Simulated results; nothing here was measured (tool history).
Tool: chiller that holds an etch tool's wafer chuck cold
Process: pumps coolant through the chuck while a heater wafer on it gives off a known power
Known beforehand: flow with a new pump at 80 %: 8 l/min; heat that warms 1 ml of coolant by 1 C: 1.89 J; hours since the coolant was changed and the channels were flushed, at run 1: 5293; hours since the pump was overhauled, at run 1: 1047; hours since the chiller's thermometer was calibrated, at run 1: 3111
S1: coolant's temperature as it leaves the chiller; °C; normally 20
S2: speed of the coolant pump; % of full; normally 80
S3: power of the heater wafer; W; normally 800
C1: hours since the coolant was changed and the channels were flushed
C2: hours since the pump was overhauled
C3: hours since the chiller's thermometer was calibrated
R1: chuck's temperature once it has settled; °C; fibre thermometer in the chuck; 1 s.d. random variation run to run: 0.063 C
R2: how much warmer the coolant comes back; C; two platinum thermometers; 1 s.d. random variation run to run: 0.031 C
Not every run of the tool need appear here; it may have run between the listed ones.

run 1 hour=0 | S1=20 S2=80 S3=800 | C1=5293 C2=1047 C3=3111 | R1=25.58 R2=3.23
run 2 hour=40.5 | S1=20 S2=80 S3=431 | C1=5333 C2=1087 C3=3152 | R1=22.95 R2=1.7
run 3 hour=64.7 | S1=20 S2=64 S3=800 | C1=5357 C2=1112 C3=3176 | R1=26.93 R2=4.07
run 4 hour=88 | S1=20 S2=64 S3=800 | C1=5381 C2=1135 C3=3199 | R1=27.05 R2=4.09
run 5 hour=126.9 | S1=20 S2=80 S3=800 | C1=5420 C2=1174 C3=3238 | R1=25.64 R2=3.12
run 6 hour=172.9 | S1=20 S2=80 S3=800 | C1=5466 C2=1220 C3=3284 | R1=25.62 R2=3.11
run 7 hour=211.6 | S1=18 S2=80 S3=800 | C1=5504 C2=1258 C3=3323 | R1=23.47 R2=3.06
run 8 hour=232.2 | S1=20 S2=80 S3=800 | C1=5525 C2=1279 C3=3344 | R1=25.58 R2=3.07
run 9 hour=261.2 | S1=23 S2=80 S3=800 | C1=5554 C2=1308 C3=3373 | R1=28.55 R2=3.09
run 10 hour=306.2 | S1=22 S2=80 S3=800 | C1=5599 C2=1353 C3=3418 | R1=27.6 R2=3.03
run 11 hour=354.3 | S1=22 S2=86 S3=800 | C1=5647 C2=1401 C3=3466 | R1=27.11 R2=2.78
run 12 hour=384.4 | S1=16 S2=76 S3=857 | C1=5677 C2=1431 C3=3496 | R1=22.18 R2=3.46
run 13 hour=416.2 | S1=16 S2=66 S3=1177 | C1=5709 C2=1463 C3=3528 | R1=26.1 R2=5.64
run 14 hour=461 | S1=16 S2=66 S3=1177 | C1=5754 C2=1508 C3=3572 | R1=25.93 R2=5.66
run 15 hour=499.8 | S1=20 S2=87 S3=800 | C1=5793 C2=1547 C3=3611 | R1=25.2 R2=2.65
run 16 hour=522.9 | S1=20 S2=87 S3=800 | C1=5816 C2=1570 C3=3634 | R1=25.09 R2=2.68
run 17 hour=566 | S1=20 S2=87 S3=800 | C1=5859 C2=1613 C3=3677 | R1=25.09 R2=2.66
-- hour=610.8 gauge calibrated
run 18 hour=617.2 | S1=12 S2=80 S3=800 | C1=5910 C2=1664 C3=3729 | R1=17.4 R2=3.2
run 19 hour=648.5 | S1=15 S2=80 S3=800 | C1=5941 C2=1695 C3=3760 | R1=20.68 R2=3.14
run 20 hour=683.5 | S1=15 S2=80 S3=800 | C1=5976 C2=1730 C3=3795 | R1=20.71 R2=3.14

What if the next run were any one of these 5? Each begins from the tool's condition after run 20:
run A hour=706.8 | S1=20 S2=80 S3=693 | C1=6000 C2=1754 C3=3818 | R1=? R2=?
run B hour=706.8 | S1=19 S2=99 S3=932 | C1=6000 C2=1754 C3=3818 | R1=? R2=?
run C hour=706.8 | S1=19 S2=63 S3=436 | C1=6000 C2=1754 C3=3818 | R1=? R2=?
run D hour=706.8 | S1=18 S2=67 S3=434 | C1=6000 C2=1754 C3=3818 | R1=? R2=?
run E hour=706.8 | S1=11 S2=78 S3=712 | C1=6000 C2=1754 C3=3818 | R1=? R2=?

run=A R1=24.84 R2=2.68
run=B R1=24.17 R2=2.81
run=C R1=22.84 R2=2.26
run=D R1=21.69 R2=2.07
run=E R1=16.17 R2=2.93
Had the tool no hidden state, the same runs would have come out as:
run=A R1=24.84 R2=2.72
run=B R1=24.17 R2=2.85
run=C R1=22.84 R2=2.3
run=D R1=21.69 R2=2.11
run=E R1=16.16 R2=2.97

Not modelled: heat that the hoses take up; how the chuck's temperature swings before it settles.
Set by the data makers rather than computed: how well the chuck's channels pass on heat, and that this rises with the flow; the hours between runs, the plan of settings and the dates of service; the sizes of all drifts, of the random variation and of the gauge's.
